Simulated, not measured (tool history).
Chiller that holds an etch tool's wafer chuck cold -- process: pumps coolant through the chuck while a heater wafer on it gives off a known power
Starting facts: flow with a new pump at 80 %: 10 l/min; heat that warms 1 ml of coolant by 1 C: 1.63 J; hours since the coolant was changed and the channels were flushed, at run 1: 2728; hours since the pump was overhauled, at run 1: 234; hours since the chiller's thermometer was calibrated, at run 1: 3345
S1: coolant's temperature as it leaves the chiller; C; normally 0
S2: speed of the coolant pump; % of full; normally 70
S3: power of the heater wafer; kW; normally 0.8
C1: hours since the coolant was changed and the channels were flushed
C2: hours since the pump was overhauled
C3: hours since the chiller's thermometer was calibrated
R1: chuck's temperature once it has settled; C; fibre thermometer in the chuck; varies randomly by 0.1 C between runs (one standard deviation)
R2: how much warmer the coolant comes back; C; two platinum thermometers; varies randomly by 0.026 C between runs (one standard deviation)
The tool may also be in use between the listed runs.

run	hour	S1	S2	S3	C1	C2	C3	R1	R2
1	0	0	70	0.8	2728	234	3345	7.5	3.34
2	36.8	0	70	0.8	2765	271	3382	7.6	3.35
3	94.7	0	70	0.8	2823	329	3440	7.6	3.46
4	145.4	0	70	0.8	2874	379	3491	7.6	3.38
5	194.1	5	70	0.8	2922	428	3539	12.5	3.48
6	243.2	5	70	0.8	2971	477	3588	12.7	3.38
7	297.6	0	70	0.8	3026	531	3643	7.8	3.42
8	337.2	-8	70	0.8	3065	571	3682	-0.4	3.39
9	373	-6	70	0.8	3101	607	3718	1.6	3.4
10	409.7	-6	70	0.8	3138	644	3755	1.6	3.41
11	457.1	-6	70	0.8	3185	691	3802	1.7	3.4
12	532	-6	70	0.8	3260	766	3877	1.8	3.42
13	569.7	-6	70	0.8	3298	804	3915	1.7	3.46
14	605	-6	70	0.8	3333	839	3950	1.9	3.44
15	680.2	-6	70	0.8	3408	914	4025	1.9	3.4
16	737.6	-8	97	0.66	3466	972	4083	-3.2	2.05
17	771.1	-6	70	0.432	3499	1005	4116	-1.7	1.83
18	836.4	-6	70	0.432	3565	1070	4182	-1.5	1.86
19	883.2	2	70	1.101	3611	1117	4228	12.7	4.75
20	959.8	9	66	0.9	3688	1194	4305	18.3	4.11
21	1023.4	9	86	0.9	3752	1257	4369	16.6	3.1
22	1089.9	4	70	0.8	3818	1324	4435	12	3.47
23	1156.9	4	70	0.8	3885	1391	4502	11.9	3.47
24	1192.5	9	85	0.56	3921	1426	4538	14.1	1.96
25	1241.3	-1	85	0.625	3969	1475	4586	4.5	2.22
26	1302.3	-1	85	0.625	4030	1536	4647	4.6	2.14
27	1342.1	0	81	0.8	4070	1576	4687	7.2	2.91
28	1389.8	6	98	0.992	4118	1624	4735	13.5	3.03
29	1424.8	5	72	0.436	4153	1659	4770	9.4	1.78
30	1492.7	5	72	0.436	4221	1727	4838	9.7	1.81

Below are 5 alternative next runs, each starting from the tool's condition after run 30. Predict each:
A	1529.7	8	70	1.141	4258	1764	4875	?	?
B	1529.7	-3	93	0.463	4258	1764	4875	?	?
C	1529.7	-6	70	0.522	4258	1764	4875	?	?
D	1529.7	-8	72	0.437	4258	1764	4875	?	?
E	1529.7	8	80	0.56	4258	1764	4875	?	?

run	R1	R2
A	19.7	4.92
B	1	1.52
C	-0.2	2.23
D	-3.7	1.85
E	13.3	2.1
Had the tool no hidden state, the same runs would have come out as:
run	R1	R2
A	17.4	4.81
B	0	1.49
C	-1.4	2.18
D	-4.8	1.81
E	12.1	2.06

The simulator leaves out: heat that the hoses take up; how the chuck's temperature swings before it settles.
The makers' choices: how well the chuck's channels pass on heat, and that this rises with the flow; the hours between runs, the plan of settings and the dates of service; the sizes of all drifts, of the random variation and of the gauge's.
